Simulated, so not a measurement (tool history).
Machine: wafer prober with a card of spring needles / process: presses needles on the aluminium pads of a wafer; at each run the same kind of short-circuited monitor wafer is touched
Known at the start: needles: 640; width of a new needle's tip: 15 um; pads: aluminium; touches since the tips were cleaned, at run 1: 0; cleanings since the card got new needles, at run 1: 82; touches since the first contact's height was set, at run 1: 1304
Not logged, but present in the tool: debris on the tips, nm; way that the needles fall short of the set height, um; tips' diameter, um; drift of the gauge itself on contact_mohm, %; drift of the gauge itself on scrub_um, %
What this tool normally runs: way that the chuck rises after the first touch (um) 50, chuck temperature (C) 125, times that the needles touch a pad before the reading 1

run	hour	way that the chuck rises after the first touch (um)	chuck temperature (C)	times that the needles touch a pad before the reading	touches since the tips were cleaned	cleanings since the card got new needles	touches since the first contact's height was set	resistance of one needle with its contact and lead (mohm)	way that a needle slides on the pad (um)
1	0	50	125	1	0	82	1304	239	7.96
# hour 16.1: tips cleaned on abrasive film
# hour 30.7: tips cleaned on abrasive film
# hour 45.5: tips cleaned on abrasive film
2	49.1	50	125	1	1242	85	18490	258	7.98
# hour 61: tips cleaned on abrasive film
# hour 75.2: tips cleaned on abrasive film
3	82.8	50	125	1	2669	87	30312	269	7.92
# hour 92.5: tips cleaned on abrasive film
# hour 107.8: tips cleaned on abrasive film
4	108.5	50	125	2	249	89	39309	241	7.95
# hour 122.2: tips cleaned on abrasive film
# hour 137.6: tips cleaned on abrasive film
5	149.2	50	41	1	4061	91	53565	265	7.9
# hour 154.9: tips cleaned on abrasive film
# hour 170.6: tips cleaned on abrasive film
6	170.9	50	41	1	114	93	61167	224	7.97
# hour 186: tips cleaned on abrasive film
# hour 202.3: tips cleaned on abrasive film
7	210.3	50	41	1	2810	95	74957	257	7.91
# hour 219.2: tips cleaned on abrasive film
# hour 236.5: tips cleaned on abrasive film
# hour 253: tips cleaned on abrasive film
8	255.6	50	41	1	921	98	90824	237	7.94
# hour 269: tips cleaned on abrasive film
# hour 285.3: tips cleaned on abrasive film
# hour 301.1: tips cleaned on abrasive film
9	301.9	50	99	1	289	101	107050	239	7.82
# hour 309.1: tips cleaned on abrasive film, once more
# hour 324.2: tips cleaned on abrasive film
10	324.2	50	125	1	0	103	114829	244	7.83
# hour 339.4: tips cleaned on abrasive film
# hour 355.8: tips cleaned on abrasive film
11	365.3	50	125	2	3339	105	129254	265	7.8
# hour 371.5: tips cleaned on abrasive film
# hour 387.9: tips cleaned on abrasive film
# hour 404.6: tips cleaned on abrasive film
12	415.3	50	125	2	3797	108	146782	262	7.82
# hour 419: tips cleaned on abrasive film
# hour 433.9: tips cleaned on abrasive film
# hour 449.6: tips cleaned on abrasive film
13	449.6	50	125	2	0	111	158768	241	7.73
# hour 464.4: tips cleaned on abrasive film
14	473.1	50	125	1	3075	112	166997	280	7.74
# hour 480.1: tips cleaned on abrasive film
# hour 496.4: tips cleaned on abrasive film
# hour 511.5: tips cleaned on abrasive film
15	512.9	50	125	2	524	115	180941	250	7.74
# hour 525.8: tips cleaned on abrasive film
# hour 541.7: tips cleaned on abrasive film
# hour 556.9: tips cleaned on abrasive film
16	558.4	50	125	2	547	118	196862	245	7.72
# hour 572.9: tips cleaned on abrasive film
# hour 588.2: tips cleaned on abrasive film
17	592	50	106	3	1344	120	208639	246	7.74
# hour 604.8: tips cleaned on abrasive film
# hour 619.5: tips cleaned on abrasive film
18	619.5	50	33	1	0	122	218261	218	7.73
# hour 636: tips cleaned on abrasive film
19	649.8	50	33	1	4879	123	228895	270	7.74
# hour 653.4: tips cleaned on abrasive film
# hour 670.9: tips cleaned on abrasive film
# hour 687.9: tips cleaned on abrasive film
# hour 688.2: height of the first contact set anew
20	691	50	125	3	985	126	985	246	8.04
# hour 704.2: tips cleaned on abrasive film
21	715	62	77	3	3790	127	9396	233	9.87
# hour 721.2: tips cleaned on abrasive film
# hour 738.3: tips cleaned on abrasive film
# hour 755.8: tips cleaned on abrasive film
22	760.5	62	77	3	1636	130	25318	229	9.8
# hour 772.4: tips cleaned on abrasive film
23	781.9	55	107	3	3315	131	32821	249	8.74
# hour 788.3: tips cleaned on abrasive film
# hour 804.3: tips cleaned on abrasive film
24	811.7	50	26	1	2593	133	43268	252	7.89
# hour 821.9: tips cleaned on abrasive film
25	834.8	37	125	2	4542	134	51387	292	5.79
# hour 837.5: tips cleaned on abrasive film
# hour 853.3: tips cleaned on abrasive film
26	865.7	37	125	2	4397	136	62210	298	5.87
# hour 869.4: tips cleaned on abrasive film
# hour 886.1: tips cleaned on abrasive film
# hour 902.3: tips cleaned on abrasive film
27	911.6	37	125	2	3256	139	78266	295	5.8
# hour 917.8: tips cleaned on abrasive film
# hour 933.2: tips cleaned on abrasive film
28	938.6	37	125	2	1904	141	87714	285	5.82
# hour 950: tips cleaned on abrasive film
# hour 965.9: tips cleaned on abrasive film
29	971.2	59	67	2	1841	143	99129	237	9.27

Here are 4 independent what-if runs from the current tool condition. What would each one return?
# hour 981: tips cleaned on abrasive film
A	994.6	53	120	2	4793	144	107367	?	?
# hour 981: tips cleaned on abrasive film
B	994.6	40	35	1	4793	144	107367	?	?
# hour 981: tips cleaned on abrasive film
C	994.6	41	67	1	4793	144	107367	?	?
# hour 981: tips cleaned on abrasive film
D	994.6	59	67	1	4793	144	107367	?	?

run	resistance of one needle with its contact and lead (mohm)	way that a needle slides on the pad (um)
A	263	8.29
B	305	6.19
C	302	6.42
D	256	9.32
Stripped of hidden state, with their random variation kept, the same runs would have yielded:
run	resistance of one needle with its contact and lead (mohm)	way that a needle slides on the pad (um)
A	234	8.42
B	219	6.32
C	224	6.55
D	215	9.44

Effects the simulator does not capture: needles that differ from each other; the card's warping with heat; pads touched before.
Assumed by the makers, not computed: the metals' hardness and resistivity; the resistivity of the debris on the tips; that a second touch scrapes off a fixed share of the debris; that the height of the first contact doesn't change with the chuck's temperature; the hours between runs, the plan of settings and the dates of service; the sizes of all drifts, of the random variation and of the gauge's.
